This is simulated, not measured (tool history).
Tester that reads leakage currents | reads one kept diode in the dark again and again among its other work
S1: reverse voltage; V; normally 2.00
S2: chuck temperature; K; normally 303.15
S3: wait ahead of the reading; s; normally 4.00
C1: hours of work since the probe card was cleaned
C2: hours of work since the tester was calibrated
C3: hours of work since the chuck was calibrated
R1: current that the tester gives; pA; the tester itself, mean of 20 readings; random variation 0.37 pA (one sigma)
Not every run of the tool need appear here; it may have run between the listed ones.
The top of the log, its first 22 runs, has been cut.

run 23 hour=3231.7 | S1=3.33 S2=330.15 S3=1.93 | C1=178 C2=160 C3=1398 | R1=1251.32
run 24 hour=3411.9 | S1=3.33 S2=330.15 S3=1.93 | C1=316 C2=298 C3=1536 | R1=1255.87
run 25 hour=3578.2 | S1=3.33 S2=330.15 S3=1.93 | C1=444 C2=426 C3=1663 | R1=1255.97
run 26 hour=3711.5 | S1=6.17 S2=303.15 S3=1.30 | C1=546 C2=528 C3=1766 | R1=238.00
run 27 hour=3894.5 | S1=8.52 S2=303.15 S3=4.00 | C1=686 C2=668 C3=1906 | R1=286.46
run 28 hour=3999.1 | S1=5.24 S2=303.15 S3=4.00 | C1=767 C2=749 C3=1986 | R1=220.07
-- hour=4055.1 chuck's temperature calibrated
run 29 hour=4172.5 | S1=5.24 S2=294.15 S3=4.00 | C1=898 C2=880 C3=90 | R1=102.07
run 30 hour=4318.9 | S1=1.51 S2=325.15 S3=0.77 | C1=1010 C2=992 C3=202 | R1=558.58
run 31 hour=4432.0 | S1=2.00 S2=319.15 S3=4.00 | C1=1097 C2=1079 C3=289 | R1=420.55
run 32 hour=4527.3 | S1=2.00 S2=319.15 S3=4.00 | C1=1170 C2=1152 C3=362 | R1=425.37

Alternative continuations, all from the tool just after run 32; predict every row:
run A hour=4680.3 | S1=2.00 S2=328.15 S3=4.00 | C1=1288 C2=1270 C3=479 | R1=?
run B hour=4680.3 | S1=12.33 S2=303.15 S3=4.00 | C1=1288 C2=1270 C3=479 | R1=?
run C hour=4680.3 | S1=3.74 S2=309.15 S3=4.00 | C1=1288 C2=1270 C3=479 | R1=?
run D hour=4680.3 | S1=2.00 S2=311.15 S3=0.38 | C1=1288 C2=1270 C3=479 | R1=?
run E hour=4680.3 | S1=2.00 S2=323.15 S3=0.32 | C1=1288 C2=1270 C3=479 | R1=?

run=A R1=801.07
run=B R1=348.17
run=C R1=283.09
run=D R1=234.25
run=E R1=570.80
Had the tool no hidden state, the same runs would have come out as:
run=A R1=802.78
run=B R1=325.14
run=C R1=277.29
run=D R1=231.73
run=E R1=570.72
